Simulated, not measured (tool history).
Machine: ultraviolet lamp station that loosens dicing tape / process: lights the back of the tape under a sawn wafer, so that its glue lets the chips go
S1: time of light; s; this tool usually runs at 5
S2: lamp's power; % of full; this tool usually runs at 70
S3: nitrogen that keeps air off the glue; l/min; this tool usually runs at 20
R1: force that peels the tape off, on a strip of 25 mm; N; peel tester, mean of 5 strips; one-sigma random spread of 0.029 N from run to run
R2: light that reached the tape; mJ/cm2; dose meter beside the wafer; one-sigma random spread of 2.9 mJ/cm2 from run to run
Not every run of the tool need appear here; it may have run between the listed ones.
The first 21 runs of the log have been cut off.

run 22 day=7.292 | S1=8 S2=60 S3=13 | R1=1.282 R2=516
run 23 day=7.725 | S1=8 S2=60 S3=13 | R1=1.355 R2=513
run 24 day=8.175 | S1=5 S2=79 S3=20 | R1=1.370 R2=419
run 25 day=8.629 | S1=6 S2=77 S3=31 | R1=0.721 R2=491
run 26 day=8.996 | S1=6 S2=77 S3=31 | R1=0.707 R2=488
run 27 day=9.350 | S1=7 S2=96 S3=7 | R1=1.200 R2=707
run 28 day=9.712 | S1=7 S2=64 S3=25 | R1=0.901 R2=476
run 29 day=9.967 | S1=7 S2=69 S3=8 | R1=1.921 R2=509
run 30 day=10.317 | S1=7 S2=66 S3=14 | R1=1.410 R2=487
run 31 day=10.575 | S1=7 S2=66 S3=14 | R1=1.368 R2=486
run 32 day=10.767 | S1=3 S2=80 S3=18 | R1=3.203 R2=253
run 33 day=10.992 | S1=4 S2=93 S3=20 | R1=1.590 R2=394
run 34 day=11.442 | S1=5 S2=78 S3=20 | R1=1.501 R2=408
run 35 day=11.879 | S1=5 S2=70 S3=28 | R1=1.422 R2=362

What if the next run were any one of these 3? Each begins from the tool's condition after run 35:
run A day=12.150 | S1=6 S2=94 S3=28 | R1=? R2=?
run B day=12.150 | S1=5 S2=64 S3=6 | R1=? R2=?
run C day=12.150 | S1=5 S2=73 S3=20 | R1=? R2=?

run=A R1=0.510 R2=589
run=B R1=3.884 R2=334
run=C R1=1.616 R2=379
What these runs would have given with no unlogged condition in the tool:
run=A R1=0.383 R2=669
run=B R1=3.422 R2=379
run=C R1=1.287 R2=430
